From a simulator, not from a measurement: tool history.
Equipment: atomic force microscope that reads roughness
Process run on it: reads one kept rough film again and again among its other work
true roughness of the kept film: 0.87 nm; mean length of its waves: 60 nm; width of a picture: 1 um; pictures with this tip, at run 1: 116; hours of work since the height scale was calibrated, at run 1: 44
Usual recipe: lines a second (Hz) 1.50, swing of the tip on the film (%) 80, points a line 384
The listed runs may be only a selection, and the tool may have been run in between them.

| run | hour | lines a second (Hz) | swing of the tip on the film (%) | points a line | pictures with this tip | hours of work since the height scale was calibrated | roughness of the kept film (nm (root mean square)) |
|---|---|---|---|---|---|---|---|
| 1 | 0.0 | 1.50 | 80 | 384 | 116 | 44 | 0.793 |
| 2 | 7.3 | 1.50 | 80 | 384 | 128 | 49 | 0.791 |
| 3 | 18.5 | 1.50 | 80 | 384 | 147 | 56 | 0.794 |
| 4 | 28.4 | 1.50 | 66 | 384 | 163 | 62 | 0.821 |
| 5 | 37.2 | 1.50 | 80 | 679 | 178 | 68 | 0.791 |
| 6 | 47.8 | 1.50 | 80 | 780 | 196 | 75 | 0.792 |
| 7 | 58.3 | 1.50 | 80 | 780 | 214 | 81 | 0.791 |
| 8 | 68.8 | 1.50 | 80 | 780 | 232 | 88 | 0.788 |
| 9 | 75.7 | 1.50 | 80 | 780 | 243 | 93 | 0.789 |
| 10 | 87.4 | 1.50 | 80 | 384 | 263 | 100 | 0.786 |
|  | 90.9 | new tip fitted |
| 11 | 93.0 | 1.50 | 80 | 462 | 3 | 103 | 0.801 |
| 12 | 99.6 | 1.50 | 80 | 462 | 15 | 108 | 0.801 |
| 13 | 107.9 | 1.50 | 80 | 462 | 29 | 113 | 0.802 |
| 14 | 118.5 | 1.50 | 80 | 384 | 46 | 120 | 0.800 |
| 15 | 126.3 | 1.50 | 80 | 384 | 60 | 125 | 0.800 |
| 16 | 136.7 | 1.50 | 80 | 384 | 77 | 131 | 0.797 |
|  | 138.8 | height scale calibrated on a step standard |
| 17 | 146.7 | 1.50 | 80 | 384 | 92 | 5 | 0.797 |
| 18 | 158.3 | 1.50 | 80 | 384 | 112 | 13 | 0.794 |
| 19 | 165.0 | 1.50 | 80 | 384 | 123 | 17 | 0.795 |
| 20 | 174.8 | 1.50 | 80 | 384 | 140 | 23 | 0.795 |
|  | 178.9 | height scale calibrated on a step standard, once more |
| 21 | 185.4 | 1.50 | 80 | 509 | 156 | 4 | 0.795 |
| 22 | 193.0 | 1.50 | 80 | 509 | 168 | 9 | 0.793 |
| 23 | 198.5 | 1.50 | 58 | 384 | 178 | 13 | 0.834 |
| 24 | 205.4 | 0.53 | 58 | 384 | 189 | 17 | 0.842 |
| 25 | 215.4 | 1.00 | 86 | 384 | 206 | 23 | 0.795 |
| 26 | 226.8 | 1.27 | 56 | 944 | 225 | 31 | 0.838 |
| 27 | 235.2 | 1.06 | 65 | 944 | 240 | 36 | 0.831 |
| 28 | 245.9 | 1.09 | 64 | 392 | 258 | 43 | 0.827 |
|  | 252.6 | new tip fitted |
| 29 | 254.4 | 1.19 | 68 | 998 | 3 | 48 | 0.837 |
| 30 | 259.3 | 0.86 | 56 | 841 | 11 | 51 | 0.853 |
| 31 | 266.8 | 0.86 | 56 | 841 | 24 | 56 | 0.854 |
| 32 | 272.4 | 2.27 | 78 | 562 | 33 | 60 | 0.780 |

Table of differences, measured result less the result of that run with no hidden state. Run-to-run variation is the same in both. Gauge scatter possibly is not:
The tool's hidden condition here consists of: radius of the tip, nm; height scale over the true one, %; drift of the gauge itself on roughness_nm, %.
| run | roughness of the kept film (nm (root mean square)) |
|---|---|
| 1 | -0.007 |
| 2 | -0.008 |
| 3 | -0.008 |
| 4 | -0.010 |
| 5 | -0.011 |
| 6 | -0.011 |
| 7 | -0.012 |
| 8 | -0.013 |
| 9 | -0.014 |
| 10 | -0.014 |
| 11 | +0.000 |
| 12 | -0.001 |
| 13 | -0.001 |
| 14 | -0.002 |
| 15 | -0.002 |
| 16 | -0.004 |
| 17 | -0.004 |
| 18 | -0.005 |
| 19 | -0.006 |
| 20 | -0.006 |
| 21 | -0.007 |
| 22 | -0.008 |
| 23 | -0.009 |
| 24 | -0.010 |
| 25 | -0.010 |
| 26 | -0.012 |
| 27 | -0.013 |
| 28 | -0.014 |
| 29 | +0.001 |
| 30 | +0.000 |
| 31 | +0.000 |
| 32 | -0.001 |
